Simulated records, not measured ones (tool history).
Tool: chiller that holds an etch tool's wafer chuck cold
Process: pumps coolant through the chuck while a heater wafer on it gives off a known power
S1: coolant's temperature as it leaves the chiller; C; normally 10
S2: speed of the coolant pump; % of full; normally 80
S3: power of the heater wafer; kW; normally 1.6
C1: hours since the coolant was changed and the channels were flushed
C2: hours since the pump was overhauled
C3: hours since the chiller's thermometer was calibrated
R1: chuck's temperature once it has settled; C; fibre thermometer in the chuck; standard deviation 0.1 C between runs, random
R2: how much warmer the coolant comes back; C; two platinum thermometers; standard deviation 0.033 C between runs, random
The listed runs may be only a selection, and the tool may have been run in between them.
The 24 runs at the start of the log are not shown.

run    hour  S1   S2     S3    C1    C2    C3    R1    R2
 25  3112.1   5  100  1.683  4556  2305  2966  15.9  3.66
 26    3199  10   80   0.88  4643  2392  3053  16.8  2.47
 27  3363.1  15   75  0.923  4807  2556  3217  22.5  2.73
 28    3454  11   63  0.918  4898  2647  3308  19.5  3.28
 29  3614.3  11   63  0.918  5059  2807  3468  19.6  3.33
 30  3721.4  11   63  0.918  5166  2915  3576  19.7  3.26
     3745.4  -- chiller's thermometer calibrated
 31  3802.3  17   65    1.6  5246  2994    57  31.8  5.62
 32  3895.2   1   70  1.779  5338  3087   150  16.5  5.78

What if the next run were any one of these 3? Each begins from the tool's condition after run 32:
  A  4064.7  10  80  2.357  5508  3257  319   ?   ?
  B  4064.7   6  70  1.036  5508  3257  319   ?   ?
  C  4064.7   1  80  0.817  5508  3257  319   ?   ?

run    R1    R2
  A  28.7  6.62
  B  15.2  3.37
  C   7.5  2.24
Without the tool's hidden state the same runs would have given:
run    R1    R2
  A  26.2  6.35
  B    14  3.23
  C   6.6  2.15

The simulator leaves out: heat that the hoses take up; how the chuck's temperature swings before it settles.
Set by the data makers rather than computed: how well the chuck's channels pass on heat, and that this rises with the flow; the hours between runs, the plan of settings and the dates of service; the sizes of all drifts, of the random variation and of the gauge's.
